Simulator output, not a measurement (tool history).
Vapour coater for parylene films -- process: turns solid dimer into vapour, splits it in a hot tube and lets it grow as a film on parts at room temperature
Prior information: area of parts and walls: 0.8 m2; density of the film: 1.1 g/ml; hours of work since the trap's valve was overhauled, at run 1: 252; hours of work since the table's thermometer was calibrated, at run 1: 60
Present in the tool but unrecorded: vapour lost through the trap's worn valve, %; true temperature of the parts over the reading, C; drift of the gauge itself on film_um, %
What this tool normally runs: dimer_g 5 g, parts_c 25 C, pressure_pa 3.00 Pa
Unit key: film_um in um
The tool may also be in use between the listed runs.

run   hour  dimer_g  parts_c  pressure_pa  hours of work since the trap's valve was overhauled  hours of work since the table's thermometer was calibrated  film_um
  1    0.0        5       25         3.00                                                  252                                                          60     3.28
  2   11.8        7       25         3.00                                                  260                                                          68     4.56
  3   20.6        7       25         2.90                                                  266                                                          75     4.59
      33.8  -- trap's valve overhauled
  4   33.8        7       25         2.90                                                    0                                                          81     4.59
  5   47.3        7       25         2.90                                                   10                                                          91     4.56
  6   59.4        5       25         3.00                                                   18                                                         100     3.29
  7   69.4        5       25         3.00                                                   25                                                         107     3.27
  8   77.3        3       25         3.00                                                   31                                                         112     1.97
  9   93.6        3       25         3.00                                                   43                                                         124     1.93
 10  103.5        5       25         8.36                                                   50                                                         131     2.96
 11  117.5        5       25         3.00                                                   60                                                         141     3.25
 12  129.0        5       25         3.00                                                   68                                                         150     3.28
 13  143.8        5       28         3.00                                                   79                                                         160     2.91
 14  152.2        5       25         2.36                                                   85                                                         166     3.35
 15  159.4        5       19         2.36                                                   90                                                         171     4.30
 16  173.1        5       19         2.36                                                  100                                                         181     4.26
 17  188.9        4       25         3.00                                                  111                                                         192     2.62
 18  198.7        4       25         3.00                                                  118                                                         199     2.64
 19  212.8        4       25         3.00                                                  128                                                         210     2.62
 20  219.7        4       25         3.00                                                  133                                                         214     2.63
 21  227.2        4       25         3.00                                                  139                                                         220     2.61
 22  240.5        4       25         3.00                                                  148                                                         229     2.59
 23  256.0        6       26         4.27                                                  159                                                         240     3.66
 24  264.9        5       19         3.11                                                  166                                                         247     4.15
 25  280.2        4       19         2.41                                                  177                                                         258     3.41
 26  293.9        3       25         3.00                                                  186                                                         268     1.96
 27  306.2        3       25         3.00                                                  195                                                         276     1.97
 28  319.8        3       25         3.00                                                  205                                                         286     1.97
 29  333.8        3       25         3.00                                                  215                                                         296     1.93
 30  343.1        3       25         3.00                                                  222                                                         303     1.97
 31  353.3        2       20        10.48                                                  229                                                         310     1.43
 32  363.9        5       25         6.61                                                  236                                                         318     3.04
 33  372.4        3       22         4.85                                                  243                                                         324     2.12
 34  383.4        3       28         3.45                                                  250                                                         332     1.69
 35  393.4        2       18         3.45                                                  258                                                         339     1.71
 36  405.7        7       24         5.66                                                  266                                                         348     4.43
 37  413.3        7       24         5.66                                                  272                                                         353     4.48
     419.9  -- trap's valve overhauled
 38  426.2        7       24         5.66                                                    5                                                         360     4.50
 39  433.5        7       23         6.43                                                   10                                                         365     4.63
 40  440.3        7       23         6.43                                                   15                                                         370     4.59
 41  455.0        3       25         3.25                                                   25                                                         380     1.91
 42  469.5        5       19         3.51                                                   36                                                         391     4.08
 43  476.7        5       24         3.00                                                   41                                                         396     3.40
 44  492.9        5       21         9.64                                                   52                                                         407     3.46

Hidden state at the last listed run before each entry between runs and at the first one after, where it differs:
In the gap between runs 3 and 4: trap's valve overhauled (hour 33.8)
  vapour lost through the trap's worn valve, %: 0.2 -> 0
In the gap between runs 37 and 38: trap's valve overhauled (hour 419.9)
  vapour lost through the trap's worn valve, %: 0.2 -> 0
